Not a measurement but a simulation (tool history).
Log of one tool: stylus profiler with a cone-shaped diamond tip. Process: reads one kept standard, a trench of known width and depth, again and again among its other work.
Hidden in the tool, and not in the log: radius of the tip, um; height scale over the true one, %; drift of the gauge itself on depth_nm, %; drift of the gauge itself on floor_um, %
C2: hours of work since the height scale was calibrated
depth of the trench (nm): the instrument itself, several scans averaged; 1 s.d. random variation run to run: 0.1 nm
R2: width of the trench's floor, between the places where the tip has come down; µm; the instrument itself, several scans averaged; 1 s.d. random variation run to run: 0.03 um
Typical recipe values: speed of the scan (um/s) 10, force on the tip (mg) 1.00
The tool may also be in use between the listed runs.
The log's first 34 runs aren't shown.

{"run": 35, "day": 85.917, "speed of the scan (um/s)": 4, "force on the tip (mg)": 0.57, "scans with this tip": 19368, "C2": 112, "depth of the trench (nm)": 503.13, "R2": 45.62}
{"run": 36, "day": 88.392, "speed of the scan (um/s)": 4, "force on the tip (mg)": 0.57, "scans with this tip": 19647, "C2": 144, "depth of the trench (nm)": 503.26, "R2": 45.61}
{"run": 37, "day": 90.05, "speed of the scan (um/s)": 2, "force on the tip (mg)": 1.57, "scans with this tip": 19834, "C2": 165, "depth of the trench (nm)": 505.88, "R2": 45.57}
{"run": 38, "day": 91.675, "speed of the scan (um/s)": 3, "force on the tip (mg)": 2.31, "scans with this tip": 20017, "C2": 186, "depth of the trench (nm)": 507.68, "R2": 45.59}
{"run": 39, "day": 94.354, "speed of the scan (um/s)": 3, "force on the tip (mg)": 2.31, "scans with this tip": 20319, "C2": 220, "depth of the trench (nm)": 507.71, "R2": 45.68}
{"run": 40, "day": 97.242, "speed of the scan (um/s)": 6, "force on the tip (mg)": 2.74, "scans with this tip": 20644, "C2": 257, "depth of the trench (nm)": 508.6, "R2": 45.64}
{"run": 41, "day": 98.804, "speed of the scan (um/s)": 6, "force on the tip (mg)": 2.74, "scans with this tip": 20820, "C2": 277, "depth of the trench (nm)": 508.58, "R2": 45.58}
{"run": 42, "day": 101.833, "speed of the scan (um/s)": 10, "force on the tip (mg)": 0.51, "scans with this tip": 21162, "C2": 316, "depth of the trench (nm)": 502.88, "R2": 45.54}
{"run": 43, "day": 105.633, "speed of the scan (um/s)": 5, "force on the tip (mg)": 1.78, "scans with this tip": 21590, "C2": 365, "depth of the trench (nm)": 506.34, "R2": 45.53}
{"run": 44, "day": 108.538, "speed of the scan (um/s)": 29, "force on the tip (mg)": 0.49, "scans with this tip": 21917, "C2": 403, "depth of the trench (nm)": 502.56, "R2": 45.39}
{"run": 45, "day": 110.146, "speed of the scan (um/s)": 3, "force on the tip (mg)": 0.42, "scans with this tip": 22098, "C2": 423, "depth of the trench (nm)": 502.43, "R2": 45.63}
{"run": 46, "day": 112.175, "speed of the scan (um/s)": 28, "force on the tip (mg)": 0.51, "scans with this tip": 22327, "C2": 449, "depth of the trench (nm)": 502.94, "R2": 45.4}

Predict each of these 4 candidate next runs independently; none follows another, all start after run 46:
{"run": "A", "day": 115.892, "speed of the scan (um/s)": 2, "force on the tip (mg)": 0.51, "scans with this tip": 22746, "C2": 497, "depth of the trench (nm)": "?", "R2": "?"}
{"run": "B", "day": 115.892, "speed of the scan (um/s)": 20, "force on the tip (mg)": 0.96, "scans with this tip": 22746, "C2": 497, "depth of the trench (nm)": "?", "R2": "?"}
{"run": "C", "day": 115.892, "speed of the scan (um/s)": 3, "force on the tip (mg)": 0.51, "scans with this tip": 22746, "C2": 497, "depth of the trench (nm)": "?", "R2": "?"}
{"run": "D", "day": 115.892, "speed of the scan (um/s)": 4, "force on the tip (mg)": 0.51, "scans with this tip": 22746, "C2": 497, "depth of the trench (nm)": "?", "R2": "?"}

run=A depth_of_the_trench_(nm)=502.88 R2=45.66
run=B depth_of_the_trench_(nm)=504.15 R2=45.51
run=C depth_of_the_trench_(nm)=502.78 R2=45.54
run=D depth_of_the_trench_(nm)=502.76 R2=45.56
Without the tool's unlogged condition, the same runs would have read:
run=A depth_of_the_trench_(nm)=502.88 R2=45.67
run=B depth_of_the_trench_(nm)=504.15 R2=45.53
run=C depth_of_the_trench_(nm)=502.79 R2=45.56
run=D depth_of_the_trench_(nm)=502.77 R2=45.57
